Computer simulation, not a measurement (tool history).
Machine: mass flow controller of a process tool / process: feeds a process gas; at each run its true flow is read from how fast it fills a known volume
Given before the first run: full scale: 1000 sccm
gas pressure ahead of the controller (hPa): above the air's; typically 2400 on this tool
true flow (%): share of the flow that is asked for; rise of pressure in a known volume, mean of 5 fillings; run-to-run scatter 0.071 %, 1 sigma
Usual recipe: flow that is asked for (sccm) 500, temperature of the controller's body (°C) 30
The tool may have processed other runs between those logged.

| run | day | flow that is asked for (sccm) | gas pressure ahead of the controller (hPa) | temperature of the controller's body (°C) | true flow (%) |
|---|---|---|---|---|---|
| 1 | 0 | 500 | 2400 | 30 | 99.5 |
| 2 | 2.562 | 641 | 2400 | 30 | 99.64 |
| 3 | 3.883 | 641 | 2400 | 30 | 99.72 |
| 4 | 6.238 | 641 | 2400 | 30 | 99.68 |
| 5 | 8.196 | 371 | 2400 | 30 | 99.28 |
| 6 | 10.983 | 371 | 2400 | 30 | 99.21 |
| 7 | 12.679 | 500 | 2400 | 30 | 99.52 |
| 8 | 15.279 | 500 | 2400 | 25 | 99.34 |
| 9 | 17.508 | 500 | 2400 | 25 | 99.32 |
| 10 | 20.408 | 500 | 2400 | 30 | 99.7 |
| 11 | 21.975 | 500 | 2400 | 30 | 99.71 |
| 12 | 23.554 | 500 | 2400 | 30 | 99.63 |
| 13 | 25.792 | 500 | 2400 | 30 | 99.48 |
| 14 | 27.221 | 500 | 2400 | 20 | 99.13 |
| 15 | 29.662 | 500 | 2400 | 21 | 99.22 |
| 16 | 31.117 | 500 | 2400 | 21 | 99.05 |
| 17 | 32.688 | 500 | 2400 | 21 | 99.22 |
| 18 | 35.842 | 500 | 2400 | 30 | 99.45 |
| 19 | 38.171 | 401 | 2400 | 30 | 99.6 |
| 20 | 41.25 | 395 | 2400 | 30 | 99.47 |
| 21 | 43.05 | 395 | 2400 | 30 | 99.56 |
| 22 | 45.658 | 500 | 2400 | 30 | 99.56 |
| 23 | 47.929 | 500 | 2400 | 30 | 99.66 |
| 24 | 50.058 | 127 | 2400 | 34 | 99.79 |
| 25 | 52.546 | 643 | 2400 | 30 | 99.92 |
| 26 | 54.825 | 352 | 2730 | 26 | 99.34 |
| 27 | 56.2 | 531 | 2760 | 30 | 99.92 |
| 28 | 58.971 | 500 | 2400 | 20 | 99.3 |
| 29 | 62.042 | 500 | 2400 | 20 | 99.31 |
| 30 | 63.879 | 500 | 2400 | 20 | 99.36 |
| 31 | 65.538 | 248 | 1430 | 38 | 99.59 |
| 32 | 68.342 | 248 | 1430 | 38 | 99.61 |
| 33 | 70.15 | 248 | 1990 | 30 | 99.55 |
| 34 | 72.688 | 248 | 1990 | 30 | 99.48 |
| 35 | 75.504 | 248 | 1650 | 30 | 99.34 |
| 36 | 77.858 | 127 | 2540 | 30 | 99.95 |
| 37 | 79.775 | 500 | 1870 | 38 | 100.07 |
| 38 | 81.654 | 211 | 1570 | 38 | 99.8 |
| 39 | 83.225 | 127 | 2650 | 30 | 99.85 |
| 40 | 84.854 | 127 | 2650 | 30 | 100.01 |
| 41 | 87.629 | 288 | 2400 | 27 | 99.54 |
| 42 | 89.108 | 288 | 2400 | 27 | 99.52 |
| 43 | 91.067 | 412 | 1710 | 34 | 99.85 |
| 44 | 92.404 | 783 | 1710 | 34 | 100.41 |
| 45 | 94.179 | 783 | 1710 | 34 | 100.51 |

Consider 4 possible next runs. They are alternatives, not a sequence: every one starts from the tool as it was left by run 45. What does each give?
| A | 95.55 | 174 | 1710 | 34 | ? |
| B | 95.55 | 500 | 1560 | 30 | ? |
| C | 95.55 | 705 | 1710 | 21 | ? |
| D | 95.55 | 389 | 1710 | 34 | ? |

| run | true flow (%) |
|---|---|
| A | 99.97 |
| B | 99.73 |
| C | 99.57 |
| D | 99.78 |
The same runs, with their run-to-run variation unchanged, on a tool lacking any hidden condition would have given:
| run | true flow (%) |
|---|---|
| A | 98.93 |
| B | 99.21 |
| C | 99.13 |
| D | 99.18 |
